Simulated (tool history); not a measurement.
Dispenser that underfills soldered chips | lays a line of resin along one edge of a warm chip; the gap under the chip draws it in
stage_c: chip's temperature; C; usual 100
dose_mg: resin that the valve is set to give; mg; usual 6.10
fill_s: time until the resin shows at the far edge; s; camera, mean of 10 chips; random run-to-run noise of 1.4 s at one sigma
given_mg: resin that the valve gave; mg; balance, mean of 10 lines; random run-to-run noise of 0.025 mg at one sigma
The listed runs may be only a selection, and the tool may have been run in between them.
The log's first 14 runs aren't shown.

| run | hour | stage_c | dose_mg | hours of work since the syringe was changed | hours of work since the valve was cleaned | hours of work since the stage was calibrated | fill_s | given_mg |
|---|---|---|---|---|---|---|---|---|
|  | 137.5 | dispensing valve cleaned and set on the balance |
|  | 139.0 | new syringe of resin |
| 15 | 145.3 | 96 | 6.10 | 4 | 5 | 232 | 201.9 | 6.07 |
| 16 | 150.8 | 96 | 6.10 | 8 | 9 | 235 | 222.8 | 6.08 |
|  | 155.2 | new syringe of resin |
| 17 | 159.6 | 96 | 6.10 | 3 | 14 | 241 | 192.5 | 6.08 |
|  | 171.1 | new syringe of resin |
| 18 | 171.7 | 111 | 6.73 | 0 | 22 | 249 | 94.5 | 6.63 |
| 19 | 178.9 | 111 | 6.73 | 5 | 27 | 253 | 113.5 | 6.62 |
|  | 186.6 | new syringe of resin |
| 20 | 190.7 | 111 | 6.73 | 3 | 34 | 261 | 101.8 | 6.59 |
| 21 | 197.9 | 111 | 6.73 | 7 | 39 | 266 | 116.7 | 6.60 |
|  | 202.3 | new syringe of resin |
| 22 | 205.6 | 86 | 5.83 | 2 | 44 | 271 | 308.5 | 5.70 |
| 23 | 213.2 | 89 | 7.05 | 7 | 49 | 276 | 304.2 | 6.81 |
|  | 218.6 | new syringe of resin |
| 24 | 220.7 | 111 | 7.67 | 1 | 54 | 281 | 98.2 | 7.39 |
| 25 | 228.9 | 111 | 7.67 | 7 | 59 | 286 | 116.1 | 7.34 |
|  | 234.2 | new syringe of resin |
| 26 | 234.7 | 99 | 7.13 | 0 | 63 | 290 | 158.4 | 6.88 |
| 27 | 243.2 | 99 | 7.13 | 6 | 69 | 295 | 190.4 | 6.80 |
|  | 250.4 | new syringe of resin |
| 28 | 250.4 | 90 | 7.67 | 0 | 73 | 300 | 241.7 | 7.29 |
| 29 | 261.3 | 105 | 7.20 | 7 | 80 | 307 | 156.5 | 6.85 |
|  | 266.4 | new syringe of resin |
|  | 267.4 | dispensing valve cleaned and set on the balance |
| 30 | 275.1 | 106 | 6.14 | 5 | 5 | 315 | 140.2 | 6.12 |
| 31 | 282.1 | 106 | 6.14 | 10 | 10 | 320 | 165.9 | 6.04 |

What will run 32 give?
|  | 283.5 | new syringe of resin |
| 32 | 294.1 | 106 | 6.62 | 7 | 17 | 328 | ? | ? |

fill_s: 148.3 s
given_mg: 6.47 mg
With no hidden state in the tool, this same run would have given fill_s 108.4 s, given_mg 6.57 mg.
